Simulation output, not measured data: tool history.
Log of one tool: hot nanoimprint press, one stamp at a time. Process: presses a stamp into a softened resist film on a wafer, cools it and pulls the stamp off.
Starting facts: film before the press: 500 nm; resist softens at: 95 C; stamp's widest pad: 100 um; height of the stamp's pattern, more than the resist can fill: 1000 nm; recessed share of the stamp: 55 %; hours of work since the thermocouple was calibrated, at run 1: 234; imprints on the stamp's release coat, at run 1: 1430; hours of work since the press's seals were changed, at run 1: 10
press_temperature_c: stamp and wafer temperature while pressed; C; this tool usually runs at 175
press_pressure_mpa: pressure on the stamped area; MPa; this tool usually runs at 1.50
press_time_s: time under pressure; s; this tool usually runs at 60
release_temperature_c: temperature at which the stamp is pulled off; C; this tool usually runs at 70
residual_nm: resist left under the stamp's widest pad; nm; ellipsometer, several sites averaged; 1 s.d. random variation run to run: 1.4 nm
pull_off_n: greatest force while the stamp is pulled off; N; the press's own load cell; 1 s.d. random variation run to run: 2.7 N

run,hour,press_temperature_c,press_pressure_mpa,press_time_s,release_temperature_c,hours of work since the thermocouple was calibrated,imprints on the stamp's release coat,hours of work since the press's seals were changed,residual_nm,pull_off_n
1,0.0,175,1.50,60,70,234,1430,10,214.5,203
2,15.1,175,1.50,60,70,245,1492,21,216.9,216
3,23.7,175,1.50,60,57,252,1527,28,216.0,275
4,40.1,175,1.50,60,57,264,1594,41,217.4,273
5,56.1,175,1.50,60,57,277,1660,53,217.2,285
6,67.0,175,1.50,60,57,285,1704,61,216.1,276
7,81.6,175,1.50,60,68,296,1764,72,219.9,245
8,89.7,175,1.50,60,68,302,1797,79,218.7,251
9,98.7,175,1.05,60,70,309,1834,86,253.4,244
10,109.2,175,1.05,60,70,317,1877,94,255.0,238
# hour 126.8: stamp cleaned and given a new release coat
11,129.4,173,1.03,60,70,328,11,104,270.7,128
# hour 133.6: plate thermocouple calibrated
12,146.5,175,1.15,60,73,10,69,115,249.1,127
13,162.4,173,2.18,60,78,22,134,128,203.5,117
14,173.8,177,1.50,35,76,31,181,136,257.1,126
# hour 185.9: plate thermocouple calibrated, once more
15,185.9,177,1.75,72,73,0,218,143,172.6,134
16,202.0,177,1.75,72,73,12,284,156,172.9,137
17,216.0,173,1.07,78,55,23,341,166,233.9,184
18,225.1,173,1.07,49,55,30,379,173,279.0,189
19,237.9,173,1.07,49,55,40,431,183,275.5,180

Alternative continuations, all from the tool just after run 19; predict every row:
A,248.8,173,1.53,49,55,48,476,192,?,?
B,248.8,166,1.07,80,68,48,476,192,?,?
C,248.8,175,1.50,40,75,48,476,192,?,?

run,residual_nm,pull_off_n
A,243.3,194
B,285.6,158
C,248.4,135
With the hidden condition removed and each run's random variation left untouched, the same runs would have given:
run,residual_nm,pull_off_n
A,239.9,160
B,282.4,130
C,245.0,112
